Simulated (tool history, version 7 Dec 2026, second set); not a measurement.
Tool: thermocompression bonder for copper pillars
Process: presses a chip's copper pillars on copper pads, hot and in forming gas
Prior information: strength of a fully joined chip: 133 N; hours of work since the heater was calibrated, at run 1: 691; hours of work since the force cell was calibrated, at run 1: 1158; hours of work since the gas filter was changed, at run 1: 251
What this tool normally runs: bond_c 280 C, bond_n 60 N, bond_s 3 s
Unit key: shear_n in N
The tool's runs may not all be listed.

| run | hour | bond_c | bond_n | bond_s | hours of work since the heater was calibrated | hours of work since the force cell was calibrated | hours of work since the gas filter was changed | shear_n |
|---|---|---|---|---|---|---|---|---|
| 1 | 0.0 | 280 | 60 | 3 | 691 | 1158 | 251 | 92.5 |
|  | 29.2 | forming gas filter changed |
| 2 | 36.9 | 255 | 60 | 3 | 716 | 1182 | 5 | 69.6 |
| 3 | 89.9 | 255 | 60 | 3 | 752 | 1219 | 41 | 70.1 |
| 4 | 136.8 | 255 | 60 | 3 | 784 | 1251 | 73 | 70.5 |
| 5 | 166.1 | 280 | 60 | 3 | 804 | 1271 | 93 | 94.2 |
| 6 | 194.5 | 280 | 60 | 3 | 823 | 1290 | 113 | 93.0 |
|  | 201.1 | heater calibrated with a thermocouple chip |
| 7 | 226.8 | 280 | 60 | 3 | 18 | 1311 | 133 | 93.7 |
| 8 | 271.6 | 280 | 60 | 3 | 48 | 1341 | 164 | 92.5 |
| 9 | 306.1 | 280 | 76 | 3 | 72 | 1365 | 187 | 108.7 |
| 10 | 352.5 | 294 | 60 | 3 | 103 | 1396 | 219 | 103.8 |
| 11 | 376.4 | 294 | 60 | 3 | 119 | 1412 | 235 | 104.0 |
| 12 | 423.3 | 280 | 60 | 3 | 151 | 1444 | 267 | 93.0 |
|  | 427.7 | forming gas filter changed |
| 13 | 469.8 | 280 | 60 | 3 | 183 | 1476 | 29 | 93.7 |
| 14 | 514.9 | 280 | 60 | 2 | 214 | 1507 | 59 | 83.2 |
| 15 | 565.0 | 280 | 60 | 2 | 248 | 1541 | 94 | 84.0 |
| 16 | 603.3 | 272 | 60 | 4 | 274 | 1567 | 120 | 92.7 |
| 17 | 634.8 | 297 | 60 | 2 | 295 | 1588 | 141 | 98.3 |
| 18 | 671.2 | 251 | 82 | 5 | 320 | 1613 | 166 | 100.6 |
| 19 | 695.4 | 251 | 82 | 5 | 337 | 1630 | 182 | 99.6 |
| 20 | 743.4 | 303 | 73 | 5 | 369 | 1662 | 215 | 124.7 |
| 21 | 787.9 | 255 | 60 | 3 | 400 | 1693 | 245 | 69.9 |
|  | 822.1 | forming gas filter changed |
| 22 | 827.3 | 290 | 45 | 2 | 426 | 1719 | 4 | 72.1 |
| 23 | 866.6 | 266 | 45 | 4 | 453 | 1746 | 30 | 67.3 |
| 24 | 895.1 | 266 | 45 | 4 | 472 | 1765 | 50 | 66.5 |
| 25 | 924.4 | 266 | 45 | 4 | 492 | 1785 | 70 | 66.6 |
| 26 | 956.2 | 299 | 45 | 4 | 514 | 1807 | 91 | 95.6 |

Predict each of these 3 candidate next runs independently; none follows another, all start after run 26:
| A | 1003.2 | 256 | 52 | 3 | 546 | 1839 | 123 | ? |
| B | 1003.2 | 288 | 36 | 7 | 546 | 1839 | 123 | ? |
| C | 1003.2 | 270 | 70 | 7 | 546 | 1839 | 123 | ? |

| run | shear_n |
|---|---|
| A | 61.5 |
| B | 84.5 |
| C | 113.0 |
The same runs, with their run-to-run variation unchanged, on a tool lacking any hidden condition would have given:
| run | shear_n |
|---|---|
| A | 61.5 |
| B | 84.5 |
| C | 113.2 |
